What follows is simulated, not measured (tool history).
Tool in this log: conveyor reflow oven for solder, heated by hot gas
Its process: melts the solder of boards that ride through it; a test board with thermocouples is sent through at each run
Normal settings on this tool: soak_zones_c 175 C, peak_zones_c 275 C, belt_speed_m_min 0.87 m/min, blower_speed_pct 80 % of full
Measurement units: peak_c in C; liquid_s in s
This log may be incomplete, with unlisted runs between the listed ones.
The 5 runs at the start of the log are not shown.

run 6 hour=47.1 | soak_zones_c=175 peak_zones_c=275 belt_speed_m_min=0.87 blower_speed_pct=80 | peak_c=257.6 liquid_s=39.1
run 7 hour=59.2 | soak_zones_c=175 peak_zones_c=275 belt_speed_m_min=0.894 blower_speed_pct=80 | peak_c=257.1 liquid_s=37.5
run 8 hour=66.5 | soak_zones_c=175 peak_zones_c=275 belt_speed_m_min=0.87 blower_speed_pct=83 | peak_c=258.3 liquid_s=39.3
run 9 hour=73.6 | soak_zones_c=182 peak_zones_c=275 belt_speed_m_min=0.87 blower_speed_pct=83 | peak_c=259.6 liquid_s=41.3
run 10 hour=82.8 | soak_zones_c=182 peak_zones_c=289 belt_speed_m_min=0.87 blower_speed_pct=83 | peak_c=271.7 liquid_s=45.1
run 11 hour=94.1 | soak_zones_c=182 peak_zones_c=289 belt_speed_m_min=0.87 blower_speed_pct=83 | peak_c=272.2 liquid_s=44.9
run 12 hour=104.3 | soak_zones_c=178 peak_zones_c=275 belt_speed_m_min=0.87 blower_speed_pct=80 | peak_c=258.5 liquid_s=39.9
run 13 hour=115.5 | soak_zones_c=175 peak_zones_c=275 belt_speed_m_min=0.87 blower_speed_pct=74 | peak_c=256.9 liquid_s=38.4
-- hour=128.3 flux residue cleaned out of gas plates and filters
run 14 hour=131 | soak_zones_c=175 peak_zones_c=275 belt_speed_m_min=0.839 blower_speed_pct=74 | peak_c=258.3 liquid_s=40.8
run 15 hour=140.9 | soak_zones_c=175 peak_zones_c=275 belt_speed_m_min=0.839 blower_speed_pct=74 | peak_c=258.2 liquid_s=40.9
run 16 hour=151.1 | soak_zones_c=175 peak_zones_c=275 belt_speed_m_min=0.839 blower_speed_pct=74 | peak_c=258.5 liquid_s=40.8
run 17 hour=163.3 | soak_zones_c=180 peak_zones_c=275 belt_speed_m_min=0.87 blower_speed_pct=80 | peak_c=259.1 liquid_s=41
run 18 hour=170.6 | soak_zones_c=160 peak_zones_c=266 belt_speed_m_min=0.719 blower_speed_pct=57 | peak_c=249.8 liquid_s=39.4
run 19 hour=178.5 | soak_zones_c=175 peak_zones_c=277 belt_speed_m_min=0.87 blower_speed_pct=80 | peak_c=260.4 liquid_s=39.8
run 20 hour=186.4 | soak_zones_c=175 peak_zones_c=277 belt_speed_m_min=0.712 blower_speed_pct=90 | peak_c=266.8 liquid_s=52.5
run 21 hour=192.4 | soak_zones_c=182 peak_zones_c=277 belt_speed_m_min=0.851 blower_speed_pct=74 | peak_c=260.8 liquid_s=42.7
run 22 hour=199.4 | soak_zones_c=167 peak_zones_c=275 belt_speed_m_min=0.732 blower_speed_pct=59 | peak_c=258.4 liquid_s=44.8
run 23 hour=210.9 | soak_zones_c=175 peak_zones_c=273 belt_speed_m_min=1.023 blower_speed_pct=87 | peak_c=252.2 liquid_s=30.5
run 24 hour=217.1 | soak_zones_c=177 peak_zones_c=273 belt_speed_m_min=0.87 blower_speed_pct=80 | peak_c=256.9 liquid_s=39
run 25 hour=228.2 | soak_zones_c=177 peak_zones_c=290 belt_speed_m_min=0.859 blower_speed_pct=60 | peak_c=267.3 liquid_s=43.3
run 26 hour=233.7 | soak_zones_c=177 peak_zones_c=290 belt_speed_m_min=0.859 blower_speed_pct=60 | peak_c=267.8 liquid_s=43.3
run 27 hour=241.1 | soak_zones_c=170 peak_zones_c=290 belt_speed_m_min=0.859 blower_speed_pct=72 | peak_c=269.6 liquid_s=42.6
run 28 hour=246.3 | soak_zones_c=170 peak_zones_c=290 belt_speed_m_min=1.004 blower_speed_pct=72 | peak_c=262.6 liquid_s=33.8
run 29 hour=253.6 | soak_zones_c=161 peak_zones_c=275 belt_speed_m_min=0.704 blower_speed_pct=88 | peak_c=263.5 liquid_s=48.7
run 30 hour=263.2 | soak_zones_c=190 peak_zones_c=265 belt_speed_m_min=0.704 blower_speed_pct=86 | peak_c=257 liquid_s=53.5

3 ways to go on from here, each from the tool as it stands after run 30. What would each give?
run A hour=273.9 | soak_zones_c=190 peak_zones_c=271 belt_speed_m_min=0.704 blower_speed_pct=86 | peak_c=? liquid_s=?
run B hour=273.9 | soak_zones_c=175 peak_zones_c=275 belt_speed_m_min=0.87 blower_speed_pct=84 | peak_c=? liquid_s=?
run C hour=273.9 | soak_zones_c=190 peak_zones_c=265 belt_speed_m_min=0.704 blower_speed_pct=62 | peak_c=? liquid_s=?

run=A peak_c=262.3 liquid_s=55.6
run=B peak_c=258.4 liquid_s=39.6
run=C peak_c=253.7 liquid_s=51.8
Stripped of hidden state, with their random variation kept, the same runs would have yielded:
run=A peak_c=263.8 liquid_s=55.6
run=B peak_c=260 liquid_s=39.8
run=C peak_c=255.1 liquid_s=51.9

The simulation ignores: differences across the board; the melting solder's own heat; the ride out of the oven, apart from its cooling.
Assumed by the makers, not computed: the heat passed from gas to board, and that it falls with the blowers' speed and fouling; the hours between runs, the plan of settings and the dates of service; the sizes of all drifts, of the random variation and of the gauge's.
